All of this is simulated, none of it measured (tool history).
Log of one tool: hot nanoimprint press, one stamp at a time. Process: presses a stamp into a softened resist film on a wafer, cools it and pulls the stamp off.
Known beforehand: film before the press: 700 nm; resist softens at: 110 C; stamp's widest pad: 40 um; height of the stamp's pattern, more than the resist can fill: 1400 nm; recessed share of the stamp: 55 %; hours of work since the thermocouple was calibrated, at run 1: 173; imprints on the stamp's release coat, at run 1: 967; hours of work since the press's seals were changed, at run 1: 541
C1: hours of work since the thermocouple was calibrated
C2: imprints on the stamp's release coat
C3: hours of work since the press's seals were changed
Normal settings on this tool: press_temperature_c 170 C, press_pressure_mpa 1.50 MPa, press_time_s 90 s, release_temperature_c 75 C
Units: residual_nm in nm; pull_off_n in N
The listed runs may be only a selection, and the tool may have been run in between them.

Run 1, day 0.000: usual settings; C1 173; C2 967; C3 541. Result: residual_nm 264.7 nm, pull_off_n 217 N.
Run 2, day 1.650: usual settings; C1 194; C2 1060; C3 562. Result: residual_nm 264.9 nm, pull_off_n 226 N.
Run 3, day 3.629: usual settings but press_time_s 106 s; C1 218; C2 1172; C3 587. Result: residual_nm 245.1 nm, pull_off_n 222 N.
Run 4, day 5.475: usual settings but press_time_s 106 s; C1 242; C2 1276; C3 610. Result: residual_nm 244.4 nm, pull_off_n 237 N.
Run 5, day 6.550: usual settings but press_time_s 106 s; C1 255; C2 1336; C3 623. Result: residual_nm 244.0 nm, pull_off_n 242 N.
Run 6, day 7.846: usual settings but press_temperature_c 182 C; C1 271; C2 1410; C3 639. Result: residual_nm 130.1 nm, pull_off_n 244 N.
Run 7, day 9.825: usual settings but press_time_s 54 s; C1 296; C2 1522; C3 664. Result: residual_nm 318.8 nm, pull_off_n 239 N.
Run 8, day 11.029: usual settings but press_time_s 54 s; C1 311; C2 1590; C3 679. Result: residual_nm 319.9 nm, pull_off_n 250 N.
Run 9, day 12.675: usual settings but press_time_s 54 s, release_temperature_c 61 C; C1 332; C2 1683; C3 700. Result: residual_nm 319.6 nm, pull_off_n 318 N.
Run 10, day 13.788: usual settings but press_temperature_c 165 C; C1 346; C2 1745; C3 714. Result: residual_nm 346.0 nm, pull_off_n 252 N.
Run 11, day 14.917: usual settings but press_temperature_c 165 C; C1 360; C2 1809; C3 728. Result: residual_nm 347.3 nm, pull_off_n 263 N.
At day 15.246: plate thermocouple calibrated.
Run 12, day 16.838: usual settings but press_time_s 102 s; C1 20; C2 1911; C3 750. Result: residual_nm 240.8 nm, pull_off_n 263 N.
At day 18.550: press's hydraulic seals changed and the load cell set to zero.
Run 13, day 19.358: usual settings but press_time_s 102 s; C1 47; C2 2034; C3 10. Result: residual_nm 236.6 nm, pull_off_n 284 N.
Run 14, day 21.604: usual settings but press_time_s 102 s; C1 75; C2 2161; C3 38. Result: residual_nm 234.1 nm, pull_off_n 290 N.
At day 23.142: plate thermocouple calibrated, once more.
Run 15, day 23.238: usual settings but press_time_s 102 s, release_temperature_c 79 C; C1 1; C2 2247; C3 57. Result: residual_nm 263.8 nm, pull_off_n 285 N.
Run 16, day 25.375: usual settings but press_time_s 102 s, release_temperature_c 79 C; C1 28; C2 2367; C3 84. Result: residual_nm 263.0 nm, pull_off_n 291 N.
At day 26.608: stamp cleaned and given a new release coat.
Run 17, day 27.350: usual settings but press_time_s 98 s, release_temperature_c 79 C; C1 50; C2 42; C3 105. Result: residual_nm 267.0 nm, pull_off_n 154 N.
Run 18, day 29.429: usual settings but press_time_s 98 s, release_temperature_c 74 C; C1 76; C2 159; C3 131. Result: residual_nm 266.7 nm, pull_off_n 171 N.
Run 19, day 31.317: usual settings but press_time_s 62 s, release_temperature_c 67 C; C1 99; C2 266; C3 155. Result: residual_nm 318.8 nm, pull_off_n 202 N.
Run 20, day 32.662: usual settings but press_time_s 62 s, release_temperature_c 67 C; C1 116; C2 342; C3 172. Result: residual_nm 319.2 nm, pull_off_n 210 N.
Run 21, day 34.383: usual settings but press_temperature_c 179 C; C1 138; C2 439; C3 193. Result: residual_nm 160.2 nm, pull_off_n 184 N.
Run 22, day 36.158: usual settings but press_pressure_mpa 2.26 MPa; C1 160; C2 539; C3 216. Result: residual_nm 225.3 nm, pull_off_n 189 N.
Run 23, day 37.979: usual settings but press_temperature_c 162 C, press_pressure_mpa 1.07 MPa, press_time_s 118 s, release_temperature_c 78 C; C1 183; C2 642; C3 238. Result: residual_nm 442.0 nm, pull_off_n 182 N.
Run 24, day 39.171: usual settings but press_temperature_c 162 C, press_pressure_mpa 1.07 MPa, press_time_s 118 s, release_temperature_c 78 C; C1 198; C2 710; C3 253. Result: residual_nm 439.9 nm, pull_off_n 187 N.
Run 25, day 40.967: usual settings but press_temperature_c 162 C, press_pressure_mpa 1.83 MPa, press_time_s 178 s, release_temperature_c 77 C; C1 220; C2 811; C3 276. Result: residual_nm 309.4 nm, pull_off_n 196 N.
Run 26, day 42.750: usual settings but press_temperature_c 162 C, press_pressure_mpa 1.83 MPa, press_time_s 178 s, release_temperature_c 77 C; C1 242; C2 912; C3 298. Result: residual_nm 309.8 nm, pull_off_n 203 N.
Run 27, day 44.850: usual settings but press_temperature_c 163 C, press_pressure_mpa 1.83 MPa, press_time_s 178 s, release_temperature_c 69 C; C1 269; C2 1031; C3 325. Result: residual_nm 287.7 nm, pull_off_n 237 N.
Run 28, day 46.388: usual settings but press_temperature_c 163 C, press_pressure_mpa 1.83 MPa, press_time_s 178 s, release_temperature_c 69 C; C1 288; C2 1117; C3 344. Result: residual_nm 286.5 nm, pull_off_n 247 N.
Run 29, day 48.317: usual settings but press_temperature_c 165 C, press_pressure_mpa 1.83 MPa, press_time_s 143 s, release_temperature_c 69 C; C1 312; C2 1226; C3 368. Result: residual_nm 273.7 nm, pull_off_n 246 N.
Run 30, day 50.433: usual settings but press_temperature_c 172 C, press_pressure_mpa 1.69 MPa, press_time_s 105 s, release_temperature_c 71 C; C1 338; C2 1346; C3 394. Result: residual_nm 206.7 nm, pull_off_n 256 N.

Alternative continuations, all from the tool just after run 30; predict every row:
Run A, day 51.546: usual settings but press_time_s 92 s; C1 352; C2 1409; C3 408. Result: residual_nm ?, pull_off_n ?.
Run B, day 51.546: usual settings but press_temperature_c 173 C, press_pressure_mpa 1.69 MPa, press_time_s 69 s, release_temperature_c 79 C; C1 352; C2 1409; C3 408. Result: residual_nm ?, pull_off_n ?.
Run C, day 51.546: usual settings but press_temperature_c 163 C; C1 352; C2 1409; C3 408. Result: residual_nm ?, pull_off_n ?.

run  residual_nm  pull_off_n
  A        261.5         232
  B        234.0         224
  C        395.1         243
Take away the tool's hidden state, keep each run's random variation, and the runs would have read:
run  residual_nm  pull_off_n
  A        275.2         155
  B        245.8         150
  C        413.9         163
